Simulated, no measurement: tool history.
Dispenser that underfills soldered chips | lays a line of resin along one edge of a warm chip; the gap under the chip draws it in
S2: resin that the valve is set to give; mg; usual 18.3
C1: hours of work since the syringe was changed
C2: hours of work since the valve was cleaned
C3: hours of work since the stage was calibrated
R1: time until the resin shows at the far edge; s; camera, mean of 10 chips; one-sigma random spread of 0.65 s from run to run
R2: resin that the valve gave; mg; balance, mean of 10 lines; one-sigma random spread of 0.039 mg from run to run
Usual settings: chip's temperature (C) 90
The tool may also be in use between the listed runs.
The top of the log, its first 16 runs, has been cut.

-- day=4.233 new syringe of resin
run 17 day=4.358 | chip's_temperature_(C)=90 S2=18.3 | C1=2 C2=79 C3=144 | R1=62.4 R2=17.46
-- day=4.658 dispensing valve cleaned and set on the balance
-- day=4.738 new syringe of resin
run 18 day=4.767 | chip's_temperature_(C)=90 S2=18.3 | C1=1 C2=2 C3=151 | R1=56.6 R2=18.2
run 19 day=5.075 | chip's_temperature_(C)=90 S2=18.3 | C1=6 C2=7 C3=157 | R1=73.8 R2=18.22
-- day=5.212 new syringe of resin
run 20 day=5.329 | chip's_temperature_(C)=90 S2=23.2 | C1=2 C2=12 C3=161 | R1=59.8 R2=22.95
run 21 day=5.588 | chip's_temperature_(C)=93 S2=19.5 | C1=7 C2=17 C3=166 | R1=67.5 R2=19.33
-- day=5.688 new syringe of resin
run 22 day=5.842 | chip's_temperature_(C)=93 S2=19.5 | C1=3 C2=21 C3=170 | R1=55.7 R2=19.28
-- day=6.158 new syringe of resin
run 23 day=6.254 | chip's_temperature_(C)=101 S2=19.5 | C1=2 C2=28 C3=178 | R1=39.7 R2=19.16
-- day=6.629 new syringe of resin
run 24 day=6.629 | chip's_temperature_(C)=101 S2=19.5 | C1=0 C2=35 C3=184 | R1=36.4 R2=19.1

Estimate the outcome of run 25 from the log above:
run 25 day=7.029 | chip's_temperature_(C)=81 S2=19.5 | C1=7 C2=42 C3=192 | R1=? R2=?

{"run 25": {"R1": 112.3, "R2": 18.99}}
Take away the tool's hidden state, keep the run-to-run variation as it was, and the same run would have given R1 81.8 s, R2 19.45 mg.
